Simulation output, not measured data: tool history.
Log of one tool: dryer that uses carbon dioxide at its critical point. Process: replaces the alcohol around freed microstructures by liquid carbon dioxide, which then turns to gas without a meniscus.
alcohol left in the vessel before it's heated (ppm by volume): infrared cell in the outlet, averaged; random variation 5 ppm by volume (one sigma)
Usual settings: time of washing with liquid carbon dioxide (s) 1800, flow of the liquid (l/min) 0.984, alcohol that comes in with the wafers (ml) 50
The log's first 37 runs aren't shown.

run,hour,time of washing with liquid carbon dioxide (s),flow of the liquid (l/min),alcohol that comes in with the wafers (ml),alcohol left in the vessel before it's heated (ppm by volume)
38,645.8,2220,0.802,32,136
39,666.6,1800,0.984,43,136
40,683.3,1740,0.66,34,224
41,706.4,2160,0.883,58,152
42,728.3,1260,1.364,83,155
43,748,1260,1.364,83,161
44,758.4,1560,1.033,110,191
45,781.7,2040,1.033,65,154
46,806.2,2040,1.033,65,159

5 ways to go on from here, each from the tool as it stands after run 46. What would each give?
A,825.2,1080,1.033,65,?
B,825.2,1140,0.984,50,?
C,825.2,1500,0.719,108,?
D,825.2,1800,0.779,50,?
E,825.2,2400,0.838,48,?

run,alcohol left in the vessel before it's heated (ppm by volume)
A,350
B,309
C,533
D,206
E,163
Without the tool's hidden state the same runs would have given:
run,alcohol left in the vessel before it's heated (ppm by volume)
A,163
B,129
C,313
D,42
E,10

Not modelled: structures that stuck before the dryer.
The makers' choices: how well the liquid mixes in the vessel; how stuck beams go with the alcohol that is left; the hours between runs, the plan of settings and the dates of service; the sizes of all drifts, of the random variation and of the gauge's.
